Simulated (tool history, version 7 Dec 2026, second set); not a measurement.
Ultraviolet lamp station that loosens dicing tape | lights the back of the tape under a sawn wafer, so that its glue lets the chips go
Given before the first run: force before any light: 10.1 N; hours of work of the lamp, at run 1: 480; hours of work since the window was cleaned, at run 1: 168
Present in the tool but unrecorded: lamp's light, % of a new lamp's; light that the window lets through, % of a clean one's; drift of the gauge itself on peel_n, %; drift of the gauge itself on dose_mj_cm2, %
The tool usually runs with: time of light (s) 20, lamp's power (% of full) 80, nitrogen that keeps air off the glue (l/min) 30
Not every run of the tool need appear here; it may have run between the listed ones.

run,day,time of light (s),lamp's power (% of full),nitrogen that keeps air off the glue (l/min),hours of work of the lamp,hours of work since the window was cleaned,force that peels the tape off (N),light that reached the tape (mJ/cm²)
1,0,20,80,30,480,168,0.588,257
2,0.717,20,80,30,493,180,0.596,256
3,1.425,13,80,30,505,192,1.445,165
4,1.738,13,83,30,510,198,1.37,172
5,2.217,13,83,30,518,206,1.447,172
6,2.683,13,83,30,526,214,1.423,164
7,3.258,20,74,30,536,224,0.762,228
8,3.883,20,74,30,547,234,0.81,224
9,4.279,22,74,42,554,241,0.501,245
10,4.854,14,80,23,564,251,1.701,172
11,5.25,14,80,23,571,258,1.721,170
12,5.829,20,80,10,580,268,1.64,237
13,6.538,22,80,43,593,280,0.449,255
14,6.933,20,80,10,599,287,1.681,234
15,7.392,20,80,20,607,295,0.994,234

5 options for the next run, each taken on its own from the tool as it stands now. Forecast them:
A,7.958,15,80,12,617,305,?,?
B,7.958,34,61,20,617,305,?,?
C,7.958,11,80,20,617,305,?,?
D,7.958,16,72,11,617,305,?,?
E,7.958,17,95,33,617,305,?,?

run,force that peels the tape off (N),light that reached the tape (mJ/cm²)
A,2.374,176
B,0.588,296
C,2.674,122
D,2.632,168
E,0.699,234
With the hidden condition removed and each run's random variation left untouched, the same runs would have given:
run,force that peels the tape off (N),light that reached the tape (mJ/cm²)
A,1.434,240
B,0.31,407
C,1.693,170
D,1.646,230
E,0.354,320
